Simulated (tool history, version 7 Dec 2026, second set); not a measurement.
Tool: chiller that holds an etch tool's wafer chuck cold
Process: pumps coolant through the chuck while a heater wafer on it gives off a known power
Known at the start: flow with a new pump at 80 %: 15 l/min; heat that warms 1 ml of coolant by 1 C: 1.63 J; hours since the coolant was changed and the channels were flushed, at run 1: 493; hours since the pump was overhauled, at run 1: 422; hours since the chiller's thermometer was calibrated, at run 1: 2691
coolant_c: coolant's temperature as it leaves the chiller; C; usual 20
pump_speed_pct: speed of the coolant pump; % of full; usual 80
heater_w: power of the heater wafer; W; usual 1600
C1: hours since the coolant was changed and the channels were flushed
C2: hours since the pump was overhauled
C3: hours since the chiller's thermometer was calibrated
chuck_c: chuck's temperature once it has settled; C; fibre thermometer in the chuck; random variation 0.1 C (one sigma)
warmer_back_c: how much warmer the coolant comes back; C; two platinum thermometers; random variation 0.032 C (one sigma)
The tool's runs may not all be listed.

Run 1, day 0: usual settings; C1 493; C2 422; C3 2691. Result: chuck_c 30.6 C, warmer_back_c 3.99 C.
Run 2, day 1.271: usual settings; C1 523; C2 452; C3 2721. Result: chuck_c 30.5 C, warmer_back_c 3.87 C.
Run 3, day 3.179: usual settings but heater_w 1986 W; C1 569; C2 498; C3 2767. Result: chuck_c 32.9 C, warmer_back_c 4.9 C.
Run 4, day 4.783: usual settings but pump_speed_pct 76 % of full; C1 608; C2 537; C3 2805. Result: chuck_c 30.7 C, warmer_back_c 4.13 C.
Run 5, day 6.583: usual settings but heater_w 2080 W; C1 651; C2 580; C3 2849. Result: chuck_c 33.5 C, warmer_back_c 5.08 C.
Run 6, day 8.433: usual settings but heater_w 2080 W; C1 695; C2 624; C3 2893. Result: chuck_c 33.7 C, warmer_back_c 5.1 C.
Run 7, day 10.742: usual settings but heater_w 2080 W; C1 751; C2 680; C3 2948. Result: chuck_c 33.6 C, warmer_back_c 5.11 C.
Run 8, day 11.729: usual settings but heater_w 2080 W; C1 774; C2 703; C3 2972. Result: chuck_c 33.7 C, warmer_back_c 5.08 C.
Run 9, day 13.8: usual settings but heater_w 2080 W; C1 824; C2 753; C3 3022. Result: chuck_c 33.7 C, warmer_back_c 5.19 C.
Run 10, day 14.992: usual settings but coolant_c 10 C; C1 853; C2 782; C3 3050. Result: chuck_c 20.7 C, warmer_back_c 3.94 C.
Run 11, day 16.462: usual settings but coolant_c 10 C; C1 888; C2 817; C3 3086. Result: chuck_c 20.6 C, warmer_back_c 4.02 C.
Run 12, day 18.446: usual settings but coolant_c 10 C; C1 936; C2 865; C3 3133. Result: chuck_c 20.6 C, warmer_back_c 4.01 C.
Run 13, day 20.062: usual settings but coolant_c 10 C; C1 974; C2 903; C3 3172. Result: chuck_c 20.6 C, warmer_back_c 3.94 C.
Run 14, day 22.179: usual settings but coolant_c 10 C; C1 1025; C2 954; C3 3223. Result: chuck_c 20.6 C, warmer_back_c 3.94 C.
Run 15, day 23.688: usual settings but pump_speed_pct 97 % of full, heater_w 2207 W; C1 1061; C2 990; C3 3259. Result: chuck_c 33.1 C, warmer_back_c 4.47 C.
Run 16, day 25.975: usual settings but coolant_c 13 C, pump_speed_pct 66 % of full, heater_w 1202 W; C1 1116; C2 1045; C3 3314. Result: chuck_c 22 C, warmer_back_c 3.73 C.
Run 17, day 27.871: usual settings but coolant_c 17 C, pump_speed_pct 99 % of full, heater_w 1202 W; C1 1162; C2 1091; C3 3360. Result: chuck_c 24.3 C, warmer_back_c 2.39 C.
Run 18, day 29.125: usual settings but coolant_c 28 C, pump_speed_pct 76 % of full; C1 1192; C2 1121; C3 3390. Result: chuck_c 39.1 C, warmer_back_c 4.14 C.
Run 19, day 30.392: usual settings but coolant_c 25 C, pump_speed_pct 75 % of full; C1 1222; C2 1151; C3 3420. Result: chuck_c 36.2 C, warmer_back_c 4.23 C.
Run 20, day 31.546: usual settings but coolant_c 25 C, pump_speed_pct 66 % of full, heater_w 1090 W; C1 1250; C2 1179; C3 3448. Result: chuck_c 33.4 C, warmer_back_c 3.27 C.
Run 21, day 33.146: usual settings but coolant_c 23 C, pump_speed_pct 79 % of full, heater_w 1256 W; C1 1288; C2 1217; C3 3486. Result: chuck_c 31.6 C, warmer_back_c 3.12 C.
Run 22, day 35.312: usual settings but coolant_c 17 C, pump_speed_pct 66 % of full, heater_w 1256 W; C1 1340; C2 1269; C3 3538. Result: chuck_c 26.6 C, warmer_back_c 3.86 C.
Run 23, day 36.662: usual settings but coolant_c 30 C, pump_speed_pct 97 % of full, heater_w 1035 W; C1 1373; C2 1302; C3 3571. Result: chuck_c 36.5 C, warmer_back_c 2.09 C.
Run 24, day 37.9: usual settings but coolant_c 28 C, heater_w 909 W; C1 1403; C2 1331; C3 3600. Result: chuck_c 34.5 C, warmer_back_c 2.26 C.

3 ways to go on from here, each from the tool as it stands after run 24. What would each give?
Run A, day 40.212: usual settings but coolant_c 21 C, pump_speed_pct 98 % of full, heater_w 1806 W; C1 1458; C2 1387; C3 3656. Result: chuck_c ?, warmer_back_c ?.
Run B, day 40.212: usual settings but coolant_c 15 C, heater_w 1299 W; C1 1458; C2 1387; C3 3656. Result: chuck_c ?, warmer_back_c ?.
Run C, day 40.212: usual settings but coolant_c 13 C, pump_speed_pct 65 % of full, heater_w 2073 W; C1 1458; C2 1387; C3 3656. Result: chuck_c ?, warmer_back_c ?.

run  chuck_c  warmer_back_c
  A     31.9           3.68
  B     23.9           3.25
  C     28.8           6.43
Without the tool's hidden state the same runs would have given:
run  chuck_c  warmer_back_c
  A       31           3.62
  B     23.1            3.2
  C     27.7           6.31
